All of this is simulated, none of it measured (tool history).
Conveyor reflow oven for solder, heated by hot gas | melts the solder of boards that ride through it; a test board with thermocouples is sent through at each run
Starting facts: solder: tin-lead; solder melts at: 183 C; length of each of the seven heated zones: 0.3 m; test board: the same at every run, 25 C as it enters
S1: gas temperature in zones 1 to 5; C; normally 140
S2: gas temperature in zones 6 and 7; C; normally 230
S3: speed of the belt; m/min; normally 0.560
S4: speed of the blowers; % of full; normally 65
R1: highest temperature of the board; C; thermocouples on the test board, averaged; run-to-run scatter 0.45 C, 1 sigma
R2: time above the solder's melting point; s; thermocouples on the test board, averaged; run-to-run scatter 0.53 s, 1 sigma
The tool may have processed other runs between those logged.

run 1 hour=0.0 | S1=140 S2=230 S3=0.560 S4=65 | R1=207.9 R2=40.6
-- hour=3.8 thermocouples of zones 6 and 7 changed
run 2 hour=6.9 | S1=140 S2=230 S3=0.560 S4=65 | R1=207.4 R2=40.8
run 3 hour=16.5 | S1=140 S2=230 S3=0.560 S4=65 | R1=207.8 R2=40.4
run 4 hour=21.9 | S1=140 S2=230 S3=0.560 S4=65 | R1=207.8 R2=40.4
run 5 hour=30.3 | S1=140 S2=230 S3=0.560 S4=65 | R1=208.2 R2=40.1
run 6 hour=38.9 | S1=140 S2=230 S3=0.560 S4=65 | R1=208.5 R2=39.9
run 7 hour=46.2 | S1=140 S2=230 S3=0.559 S4=65 | R1=209.1 R2=40.4
run 8 hour=50.4 | S1=140 S2=230 S3=0.596 S4=65 | R1=205.9 R2=35.3
run 9 hour=57.3 | S1=140 S2=230 S3=0.596 S4=65 | R1=205.6 R2=35.6
run 10 hour=66.2 | S1=140 S2=230 S3=0.596 S4=65 | R1=206.1 R2=35.0
run 11 hour=70.8 | S1=140 S2=230 S3=0.596 S4=65 | R1=205.3 R2=36.2
run 12 hour=77.8 | S1=140 S2=230 S3=0.596 S4=65 | R1=205.2 R2=34.8
run 13 hour=83.0 | S1=140 S2=230 S3=0.596 S4=65 | R1=205.7 R2=35.3
run 14 hour=90.6 | S1=140 S2=230 S3=0.596 S4=65 | R1=205.1 R2=35.2
run 15 hour=98.1 | S1=140 S2=230 S3=0.560 S4=65 | R1=208.7 R2=40.8
run 16 hour=108.3 | S1=140 S2=230 S3=0.560 S4=65 | R1=207.6 R2=40.0
run 17 hour=115.0 | S1=135 S2=231 S3=0.488 S4=57 | R1=210.2 R2=46.8
run 18 hour=121.1 | S1=141 S2=229 S3=0.501 S4=54 | R1=207.6 R2=44.1
run 19 hour=128.3 | S1=141 S2=229 S3=0.501 S4=54 | R1=207.2 R2=44.5
run 20 hour=136.9 | S1=141 S2=229 S3=0.501 S4=54 | R1=206.9 R2=44.2
run 21 hour=143.7 | S1=141 S2=229 S3=0.501 S4=54 | R1=206.8 R2=44.8
run 22 hour=149.2 | S1=141 S2=229 S3=0.501 S4=75 | R1=213.4 R2=52.6
run 23 hour=157.7 | S1=140 S2=222 S3=0.451 S4=80 | R1=212.2 R2=56.9
run 24 hour=167.3 | S1=149 S2=222 S3=0.451 S4=80 | R1=212.6 R2=63.0
run 25 hour=177.7 | S1=150 S2=230 S3=0.560 S4=65 | R1=210.0 R2=47.0
run 26 hour=187.6 | S1=132 S2=220 S3=0.458 S4=60 | R1=202.8 R2=42.7
run 27 hour=194.3 | S1=140 S2=234 S3=0.540 S4=80 | R1=217.0 R2=50.9
run 28 hour=203.0 | S1=128 S2=244 S3=0.560 S4=65 | R1=216.0 R2=43.7
run 29 hour=210.1 | S1=128 S2=229 S3=0.589 S4=61 | R1=200.6 R2=27.5
run 30 hour=217.9 | S1=128 S2=229 S3=0.507 S4=66 | R1=208.9 R2=41.4

Forecast each of these 4 alternatives for the next run:
run A hour=225.1 | S1=131 S2=230 S3=0.560 S4=65 | R1=? R2=?
run B hour=225.1 | S1=140 S2=225 S3=0.484 S4=65 | R1=? R2=?
run C hour=225.1 | S1=130 S2=229 S3=0.507 S4=66 | R1=? R2=?
run D hour=225.1 | S1=134 S2=221 S3=0.507 S4=66 | R1=? R2=?

run=A R1=205.7 R2=35.6
run=B R1=209.8 R2=48.6
run=C R1=209.5 R2=42.9
run=D R1=203.4 R2=38.3
Take away the tool's hidden state, keep each run's random variation, and the runs would have read:
run=A R1=205.9 R2=35.8
run=B R1=209.9 R2=48.8
run=C R1=209.7 R2=43.0
run=D R1=203.6 R2=38.5
